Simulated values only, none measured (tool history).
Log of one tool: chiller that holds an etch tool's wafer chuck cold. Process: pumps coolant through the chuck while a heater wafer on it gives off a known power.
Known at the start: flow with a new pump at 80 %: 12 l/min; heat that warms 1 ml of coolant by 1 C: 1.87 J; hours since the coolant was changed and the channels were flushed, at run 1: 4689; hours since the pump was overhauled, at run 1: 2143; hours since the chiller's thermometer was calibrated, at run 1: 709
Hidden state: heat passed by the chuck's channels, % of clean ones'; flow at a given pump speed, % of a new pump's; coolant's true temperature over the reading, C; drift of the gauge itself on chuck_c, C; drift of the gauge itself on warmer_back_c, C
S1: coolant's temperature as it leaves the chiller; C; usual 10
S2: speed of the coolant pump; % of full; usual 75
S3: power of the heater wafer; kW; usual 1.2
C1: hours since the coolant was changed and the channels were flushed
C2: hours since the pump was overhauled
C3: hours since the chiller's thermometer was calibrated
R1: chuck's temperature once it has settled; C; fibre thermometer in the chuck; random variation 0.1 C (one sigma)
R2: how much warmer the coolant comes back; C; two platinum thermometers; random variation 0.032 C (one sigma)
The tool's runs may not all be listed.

run 1 hour=0 | S1=10 S2=75 S3=1.2 | C1=4689 C2=2143 C3=709 | R1=25.6 R2=3.55
run 2 hour=40.6 | S1=10 S2=75 S3=1.2 | C1=4730 C2=2184 C3=749 | R1=25.7 R2=3.59
run 3 hour=83.1 | S1=9 S2=75 S3=1.2 | C1=4772 C2=2226 C3=792 | R1=24.8 R2=3.58
run 4 hour=118.7 | S1=2 S2=75 S3=1.2 | C1=4808 C2=2262 C3=827 | R1=17.9 R2=3.58
run 5 hour=145.9 | S1=2 S2=75 S3=1.2 | C1=4835 C2=2289 C3=854 | R1=18 R2=3.59
run 6 hour=187.2 | S1=2 S2=75 S3=1.2 | C1=4876 C2=2330 C3=896 | R1=17.9 R2=3.61
run 7 hour=213.6 | S1=2 S2=75 S3=1.2 | C1=4903 C2=2357 C3=922 | R1=18 R2=3.6
run 8 hour=267.1 | S1=2 S2=75 S3=1.2 | C1=4956 C2=2410 C3=976 | R1=18 R2=3.56
run 9 hour=301.6 | S1=10 S2=97 S3=1.2 | C1=4991 C2=2445 C3=1010 | R1=23.5 R2=2.71
run 10 hour=343.5 | S1=10 S2=97 S3=1.2 | C1=5033 C2=2487 C3=1052 | R1=23.6 R2=2.69
run 11 hour=380.4 | S1=10 S2=97 S3=1.2 | C1=5070 C2=2524 C3=1089 | R1=23.5 R2=2.68
run 12 hour=425.3 | S1=10 S2=97 S3=1.2 | C1=5115 C2=2568 C3=1134 | R1=23.4 R2=2.67
run 13 hour=479.5 | S1=10 S2=97 S3=1.2 | C1=5169 C2=2623 C3=1188 | R1=23.5 R2=2.79
run 14 hour=524.4 | S1=10 S2=97 S3=1.2 | C1=5214 C2=2668 C3=1233 | R1=23.6 R2=2.7
run 15 hour=577.5 | S1=10 S2=97 S3=1.2 | C1=5267 C2=2721 C3=1286 | R1=23.6 R2=2.74
run 16 hour=610.7 | S1=10 S2=97 S3=1.2 | C1=5300 C2=2754 C3=1319 | R1=23.7 R2=2.8
run 17 hour=637.8 | S1=8 S2=75 S3=1.056 | C1=5327 C2=2781 C3=1346 | R1=22.4 R2=3.12
run 18 hour=686.1 | S1=2 S2=62 S3=0.684 | C1=5375 C2=2829 C3=1395 | R1=12.6 R2=2.5
run 19 hour=732.4 | S1=10 S2=76 S3=1.126 | C1=5422 C2=2875 C3=1441 | R1=25.3 R2=3.36
run 20 hour=771 | S1=1 S2=86 S3=0.839 | C1=5460 C2=2914 C3=1480 | R1=11.5 R2=2.23
run 21 hour=801 | S1=1 S2=86 S3=0.839 | C1=5490 C2=2944 C3=1510 | R1=11.5 R2=2.18
run 22 hour=844.9 | S1=1 S2=86 S3=0.839 | C1=5534 C2=2988 C3=1553 | R1=11.4 R2=2.19
run 23 hour=884.5 | S1=6 S2=86 S3=0.839 | C1=5574 C2=3028 C3=1593 | R1=16.4 R2=2.21
run 24 hour=909.1 | S1=6 S2=86 S3=0.839 | C1=5598 C2=3052 C3=1618 | R1=16.5 R2=2.23
run 25 hour=957.1 | S1=9 S2=81 S3=1.2 | C1=5646 C2=3100 C3=1666 | R1=24.5 R2=3.32
run 26 hour=1008.7 | S1=9 S2=81 S3=1.2 | C1=5698 C2=3152 C3=1717 | R1=24.6 R2=3.33
run 27 hour=1059.8 | S1=12 S2=63 S3=1.2 | C1=5749 C2=3203 C3=1768 | R1=30.5 R2=4.43
run 28 hour=1096.4 | S1=12 S2=63 S3=1.2 | C1=5786 C2=3239 C3=1805 | R1=30.6 R2=4.44
run 29 hour=1129.5 | S1=12 S2=63 S3=1.472 | C1=5819 C2=3273 C3=1838 | R1=34.9 R2=5.38
-- hour=1159.1 coolant changed, channels flushed
run 30 hour=1163.4 | S1=12 S2=63 S3=1.472 | C1=4 C2=3300 C3=1866 | R1=31.6 R2=5.47
run 31 hour=1196.2 | S1=10 S2=75 S3=1.75 | C1=37 C2=3333 C3=1899 | R1=30.6 R2=5.28
run 32 hour=1245.4 | S1=17 S2=67 S3=0.81 | C1=86 C2=3382 C3=1948 | R1=27.5 R2=2.83

Forecast each of these 3 alternatives for the next run:
run A hour=1271.6 | S1=4 S2=70 S3=1.2 | C1=112 C2=3409 C3=1974 | R1=? R2=?
run B hour=1271.6 | S1=16 S2=75 S3=1.232 | C1=112 C2=3409 C3=1974 | R1=? R2=?
run C hour=1271.6 | S1=13 S2=81 S3=1.012 | C1=112 C2=3409 C3=1974 | R1=? R2=?

run=A R1=19.2 R2=3.96
run=B R1=30.7 R2=3.76
run=C R1=24.6 R2=2.81
Without the tool's hidden state the same runs would have given:
run=A R1=18.3 R2=3.75
run=B R1=29.9 R2=3.55
run=C R1=23.9 R2=2.66

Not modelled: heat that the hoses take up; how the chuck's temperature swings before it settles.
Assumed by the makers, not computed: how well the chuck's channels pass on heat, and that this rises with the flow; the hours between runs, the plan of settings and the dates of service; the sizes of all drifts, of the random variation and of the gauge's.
